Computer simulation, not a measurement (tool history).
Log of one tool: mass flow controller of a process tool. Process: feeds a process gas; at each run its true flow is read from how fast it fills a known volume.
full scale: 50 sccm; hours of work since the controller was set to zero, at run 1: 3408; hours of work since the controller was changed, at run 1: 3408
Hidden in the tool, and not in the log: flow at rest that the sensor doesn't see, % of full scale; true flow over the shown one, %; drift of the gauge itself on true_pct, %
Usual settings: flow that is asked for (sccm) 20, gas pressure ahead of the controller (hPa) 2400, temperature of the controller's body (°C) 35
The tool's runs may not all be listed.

run,day,flow that is asked for (sccm),gas pressure ahead of the controller (hPa),temperature of the controller's body (°C),hours of work since the controller was set to zero,hours of work since the controller was changed,true flow (%)
1,0.000,20,2400,35,3408,3408,98.64
2,10.467,20,2570,35,3495,3495,98.66
3,19.446,20,1460,35,3569,3569,98.98
4,26.000,20,2400,35,3623,3623,98.86
5,33.421,20,2400,35,3685,3685,98.81
6,43.233,25,2400,35,3766,3766,99.05
7,53.783,20,2400,35,3853,3853,98.60
8,61.717,20,2400,36,3919,3919,98.74
9,67.546,20,2400,36,3967,3967,98.75
10,76.854,20,2400,33,4044,4044,98.52
11,82.558,20,2400,35,4092,4092,98.75
12,91.183,20,2400,34,4163,4163,98.49
13,97.729,20,2400,34,4217,4217,98.63
14,104.983,20,2400,32,4277,4277,98.34
15,112.479,23,2400,35,4339,4339,98.99
16,119.796,23,2400,35,4400,4400,98.86
17,127.558,23,2400,35,4464,4464,98.92
18,136.842,23,2400,35,4541,4541,98.95
19,142.554,11,2400,35,4589,4589,98.14
20,152.571,11,2400,35,4671,4671,98.22
21,163.692,8,2400,35,4764,4764,97.88
22,171.804,41,2400,35,4831,4831,100.07
23,179.225,41,2400,35,4892,4892,99.95
24,188.696,41,2400,35,4971,4971,100.14
25,196.754,12,1970,34,5037,5037,98.26
26,201.783,22,2400,35,5079,5079,98.86
27,209.362,8,2570,35,5142,5142,97.83
28,219.596,8,2570,35,5226,5226,97.89
29,229.558,20,2400,23,5309,5309,97.79
30,234.558,9,1880,29,5350,5350,97.63
31,245.521,48,1860,39,5441,5441,101.10
32,256.875,5,2120,28,5535,5535,97.28
33,267.471,5,2120,28,5623,5623,97.26
34,277.625,5,2120,28,5707,5707,97.44
35,283.142,30,2400,28,5753,5753,98.61
36,294.433,20,2160,34,5846,5846,98.67
37,305.583,15,2400,23,5938,5938,97.46
38,314.692,15,2400,23,6014,6014,97.37

Forecast run 39:
39,320.654,13,2260,31,6063,6063,?

Run 39 gave true flow (%) 97.88.
Without the tool's hidden state the same run would have given true flow (%) 97.91.

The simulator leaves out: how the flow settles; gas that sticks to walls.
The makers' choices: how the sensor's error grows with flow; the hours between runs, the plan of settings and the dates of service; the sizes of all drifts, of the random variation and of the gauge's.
